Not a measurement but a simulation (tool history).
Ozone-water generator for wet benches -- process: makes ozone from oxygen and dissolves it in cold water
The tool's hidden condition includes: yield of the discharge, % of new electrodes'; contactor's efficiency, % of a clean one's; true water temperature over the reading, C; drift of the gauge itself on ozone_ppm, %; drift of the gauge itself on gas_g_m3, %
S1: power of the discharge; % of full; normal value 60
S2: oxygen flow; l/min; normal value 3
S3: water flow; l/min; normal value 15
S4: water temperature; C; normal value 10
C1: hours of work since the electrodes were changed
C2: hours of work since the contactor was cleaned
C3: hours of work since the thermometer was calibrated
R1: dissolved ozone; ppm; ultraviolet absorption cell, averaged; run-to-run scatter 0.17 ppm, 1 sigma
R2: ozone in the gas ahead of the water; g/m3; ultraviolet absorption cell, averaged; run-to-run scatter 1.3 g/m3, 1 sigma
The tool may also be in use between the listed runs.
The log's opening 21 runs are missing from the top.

Run 22, hour 1678.8: usual settings but S3 18 l/min, S4 8 C; C1 3746; C2 377; C3 4382. Result: R1 20 ppm, R2 240.7 g/m3.
Run 23, hour 1783.6: usual settings but S1 94 % of full, S2 2.77 l/min, S3 18 l/min, S4 12 C; C1 3829; C2 460; C3 4464. Result: R1 28.7 ppm, R2 382.7 g/m3.
Run 24, hour 1842.7: usual settings but S2 4.12 l/min; C1 3876; C2 507; C3 4511. Result: R1 25.4 ppm, R2 215 g/m3.
Run 25, hour 1939.6: usual settings but S3 10 l/min, S4 15 C; C1 3953; C2 583; C3 4588. Result: R1 30.7 ppm, R2 243.7 g/m3.
Run 26, hour 2022.9: usual settings but S4 12 C; C1 4019; C2 649; C3 4654. Result: R1 23.1 ppm, R2 242.8 g/m3.
Run 27, hour 2118.7: usual settings but S4 12 C; C1 4095; C2 725; C3 4730. Result: R1 23 ppm, R2 244.9 g/m3.
Run 28, hour 2198.1: usual settings but S1 70 % of full; C1 4158; C2 788; C3 4793. Result: R1 26.7 ppm, R2 279 g/m3.
Run 29, hour 2255.5: usual settings but S1 58 % of full, S2 3.3 l/min, S3 11 l/min, S4 16 C; C1 4203; C2 834; C3 4838. Result: R1 27.9 ppm, R2 226.7 g/m3.
Run 30, hour 2350.1: usual settings but S1 58 % of full, S2 3.3 l/min, S4 16 C; C1 4278; C2 909; C3 4913. Result: R1 21.6 ppm, R2 228.1 g/m3.
Run 31, hour 2417.9: usual settings but S1 58 % of full, S2 3.3 l/min, S4 16 C; C1 4332; C2 962; C3 4967. Result: R1 21.6 ppm, R2 224.6 g/m3.
Run 32, hour 2500.8: usual settings but S1 58 % of full, S2 3.3 l/min, S4 16 C; C1 4398; C2 1028; C3 5033. Result: R1 21.9 ppm, R2 226.4 g/m3.

Each row is a separate what-if for the run after 32, all from the same tool condition, not one after another. Results?
Run A, hour 2575: usual settings but S1 58 % of full, S2 1.78 l/min, S3 11 l/min; C1 4456; C2 1087; C3 5092. Result: R1 ?, R2 ?.
Run B, hour 2575: usual settings but S1 87 % of full, S3 23 l/min; C1 4456; C2 1087; C3 5092. Result: R1 ?, R2 ?.
Run C, hour 2575: usual settings but S1 58 % of full, S2 2.55 l/min, S3 10 l/min, S4 16 C; C1 4456; C2 1087; C3 5092. Result: R1 ?, R2 ?.
Run D, hour 2575: usual settings but S1 44 % of full, S4 14 C; C1 4456; C2 1087; C3 5092. Result: R1 ?, R2 ?.
Run E, hour 2575: usual settings but S4 8 C; C1 4456; C2 1087; C3 5092. Result: R1 ?, R2 ?.

run    R1     R2
  A  25.4  286.4
  B    22  347.4
  C  28.4  251.6
  D  16.7  181.6
  E  23.8  241.4
Without the tool's hidden state the same runs would have given:
run    R1     R2
  A  25.4  280.4
  B    22  340.4
  C  28.5  246.4
  D  16.7  177.7
  E  23.8  236.4
